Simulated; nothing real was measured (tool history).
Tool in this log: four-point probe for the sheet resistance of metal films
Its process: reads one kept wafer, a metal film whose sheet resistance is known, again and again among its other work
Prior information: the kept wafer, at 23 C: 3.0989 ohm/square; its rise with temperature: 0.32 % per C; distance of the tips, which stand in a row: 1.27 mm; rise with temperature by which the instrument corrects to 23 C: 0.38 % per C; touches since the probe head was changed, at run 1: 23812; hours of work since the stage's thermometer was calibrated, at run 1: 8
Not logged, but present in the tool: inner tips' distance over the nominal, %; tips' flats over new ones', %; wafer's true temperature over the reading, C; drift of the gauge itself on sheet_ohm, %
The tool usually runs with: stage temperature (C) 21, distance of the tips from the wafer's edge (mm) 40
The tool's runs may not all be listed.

run,hour,stage temperature (C),distance of the tips from the wafer's edge (mm),touches since the probe head was changed,hours of work since the stage's thermometer was calibrated,sheet resistance as the instrument gives it (ohm/square)
1,0.0,21,40,23812,8,3.105213
2,36.6,21,40,24800,26,3.106182
3,90.5,21,61,26258,52,3.105810
4,179.4,21,17,28658,95,3.112898
5,249.5,21,17,30555,129,3.114047
6,307.0,21,17,32106,157,3.115140
7,368.9,25,40,33780,187,3.097420
8,418.3,25,40,35115,211,3.097214
9,477.5,25,40,36715,240,3.098676
10,538.2,21,40,38353,269,3.108136
11,604.6,27,40,40147,301,3.093177
12,649.1,27,40,41352,323,3.094780
13,690.6,21,3,42471,343,3.378082
14,745.5,21,3,43954,370,3.379116
15,813.6,21,3,45796,403,3.377901
16,851.0,21,40,46806,421,3.108848
17,899.4,21,40,48114,445,3.109739
18,979.2,21,40,50269,483,3.109585
19,1064.7,18,20,52580,525,3.121144
20,1107.3,24,12,53732,546,3.120255
21,1180.9,24,12,55719,581,3.119163
22,1259.7,34,15,57848,620,3.093392
23,1346.5,34,15,60195,662,3.093916

Estimate the outcome of run 24 from the log above:
24,1399.1,22,44,61616,687,?

sheet resistance as the instrument gives it (ohm/square): 3.107621
Minus the tool's unlogged condition, the same run would have read sheet resistance as the instrument gives it (ohm/square) 3.101569.
